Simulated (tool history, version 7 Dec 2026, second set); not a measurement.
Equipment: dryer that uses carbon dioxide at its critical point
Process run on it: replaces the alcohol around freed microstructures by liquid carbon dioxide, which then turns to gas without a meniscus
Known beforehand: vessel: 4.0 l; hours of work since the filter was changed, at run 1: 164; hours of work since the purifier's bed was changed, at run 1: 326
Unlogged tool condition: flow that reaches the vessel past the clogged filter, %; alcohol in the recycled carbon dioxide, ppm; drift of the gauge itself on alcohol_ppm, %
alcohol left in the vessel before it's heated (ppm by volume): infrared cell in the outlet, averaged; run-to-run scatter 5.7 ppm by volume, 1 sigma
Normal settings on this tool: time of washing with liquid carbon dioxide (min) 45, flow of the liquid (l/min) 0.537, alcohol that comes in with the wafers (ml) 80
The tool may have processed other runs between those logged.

run,hour,time of washing with liquid carbon dioxide (min),flow of the liquid (l/min),alcohol that comes in with the wafers (ml),hours of work since the filter was changed,hours of work since the purifier's bed was changed,alcohol left in the vessel before it's heated (ppm by volume)
1,0,45,0.537,80,164,326,260
2,23.7,45,0.537,80,178,340,276
3,56.6,45,0.537,80,197,359,284
4,76.3,27,0.537,80,208,371,1393
5,110.6,27,0.537,80,229,391,1456
6,136.3,45,0.537,80,244,406,306
7,159.5,45,0.537,80,257,420,299
8,195.3,45,0.878,80,278,440,82
9,226.2,45,0.878,80,296,458,90
10,265,45,0.537,80,319,481,316
11,305.5,51,0.537,80,342,505,234
12,322.7,51,0.346,79,352,515,955
13,347.5,51,0.346,79,367,529,942
14,385,51,0.346,79,389,551,974
15,401.9,51,0.346,79,399,561,986
16,434.5,59,0.875,79,418,580,100
# hour 441.4: purifier's bed changed
# hour 468.7: inlet filter changed
17,471.7,59,0.781,48,2,17,7
18,498.1,59,0.781,48,17,33,10
19,536.4,59,0.745,89,40,55,24

Forecast each of these 4 alternatives for the next run:
A,566.5,45,0.537,41,57,72,?
B,566.5,59,0.745,30,57,72,?
C,566.5,54,0.455,35,57,72,?
D,566.5,68,0.537,80,57,72,?

run,alcohol left in the vessel before it's heated (ppm by volume)
A,110
B,13
C,98
D,28
Without the tool's unlogged condition, the same runs would have read:
run,alcohol left in the vessel before it's heated (ppm by volume)
A,92
B,1
C,81
D,14

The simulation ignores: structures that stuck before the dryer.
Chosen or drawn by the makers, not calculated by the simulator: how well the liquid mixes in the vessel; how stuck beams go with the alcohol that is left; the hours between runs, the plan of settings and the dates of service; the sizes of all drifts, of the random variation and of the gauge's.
